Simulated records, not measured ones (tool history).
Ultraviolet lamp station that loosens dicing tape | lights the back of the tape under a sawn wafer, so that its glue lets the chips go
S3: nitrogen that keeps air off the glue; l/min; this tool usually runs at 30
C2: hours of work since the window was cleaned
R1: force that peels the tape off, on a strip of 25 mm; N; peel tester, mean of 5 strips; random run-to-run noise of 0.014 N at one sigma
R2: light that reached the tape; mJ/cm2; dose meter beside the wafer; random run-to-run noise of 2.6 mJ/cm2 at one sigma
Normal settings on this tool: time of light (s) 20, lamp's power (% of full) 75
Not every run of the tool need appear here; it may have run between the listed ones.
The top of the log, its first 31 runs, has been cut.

{"run": 32, "hour": 989.4, "time of light (s)": 20, "lamp's power (% of full)": 75, "S3": 16, "hours of work of the lamp": 34, "C2": 437, "R1": 1.095, "R2": 283}
{"run": 33, "hour": 1016.9, "time of light (s)": 20, "lamp's power (% of full)": 75, "S3": 20, "hours of work of the lamp": 46, "C2": 450, "R1": 0.998, "R2": 286}
{"run": 34, "hour": 1037.0, "time of light (s)": 39, "lamp's power (% of full)": 82, "S3": 33, "hours of work of the lamp": 56, "C2": 459, "R1": 0.238, "R2": 609}
{"run": 35, "hour": 1069.3, "time of light (s)": 11, "lamp's power (% of full)": 75, "S3": 30, "hours of work of the lamp": 70, "C2": 474, "R1": 1.603, "R2": 161}
{"run": 36, "hour": 1092.8, "time of light (s)": 34, "lamp's power (% of full)": 75, "S3": 55, "hours of work of the lamp": 81, "C2": 484, "R1": 0.242, "R2": 482}
{"hour": 1124.0, "done": "window cleaned of glue's vapour"}
{"run": 37, "hour": 1129.3, "time of light (s)": 34, "lamp's power (% of full)": 75, "S3": 55, "hours of work of the lamp": 97, "C2": 2, "R1": 0.224, "R2": 530}
{"run": 38, "hour": 1163.1, "time of light (s)": 20, "lamp's power (% of full)": 85, "S3": 30, "hours of work of the lamp": 112, "C2": 18, "R1": 0.532, "R2": 350}
{"run": 39, "hour": 1204.8, "time of light (s)": 27, "lamp's power (% of full)": 75, "S3": 30, "hours of work of the lamp": 131, "C2": 37, "R1": 0.399, "R2": 411}
{"run": 40, "hour": 1240.5, "time of light (s)": 27, "lamp's power (% of full)": 75, "S3": 30, "hours of work of the lamp": 148, "C2": 53, "R1": 0.424, "R2": 411}
{"run": 41, "hour": 1278.6, "time of light (s)": 26, "lamp's power (% of full)": 87, "S3": 42, "hours of work of the lamp": 165, "C2": 70, "R1": 0.299, "R2": 466}
{"run": 42, "hour": 1299.5, "time of light (s)": 16, "lamp's power (% of full)": 63, "S3": 41, "hours of work of the lamp": 174, "C2": 80, "R1": 1.061, "R2": 204}
{"run": 43, "hour": 1324.7, "time of light (s)": 20, "lamp's power (% of full)": 75, "S3": 10, "hours of work of the lamp": 186, "C2": 91, "R1": 1.311, "R2": 300}

Here are 4 independent what-if runs from the current tool condition. What would each one return?
{"run": "A", "hour": 1351.9, "time of light (s)": 20, "lamp's power (% of full)": 75, "S3": 13, "hours of work of the lamp": 198, "C2": 103, "R1": "?", "R2": "?"}
{"run": "B", "hour": 1351.9, "time of light (s)": 13, "lamp's power (% of full)": 60, "S3": 11, "hours of work of the lamp": 198, "C2": 103, "R1": "?", "R2": "?"}
{"run": "C", "hour": 1351.9, "time of light (s)": 18, "lamp's power (% of full)": 75, "S3": 36, "hours of work of the lamp": 198, "C2": 103, "R1": "?", "R2": "?"}
{"run": "D", "hour": 1351.9, "time of light (s)": 20, "lamp's power (% of full)": 75, "S3": 28, "hours of work of the lamp": 198, "C2": 103, "R1": "?", "R2": "?"}

run=A R1=1.188 R2=297
run=B R1=2.362 R2=155
run=C R1=0.743 R2=271
run=D R1=0.726 R2=296
Without the tool's unlogged condition, the same runs would have read:
run=A R1=1.092 R2=317
run=B R1=2.259 R2=165
run=C R1=0.671 R2=289
run=D R1=0.655 R2=316
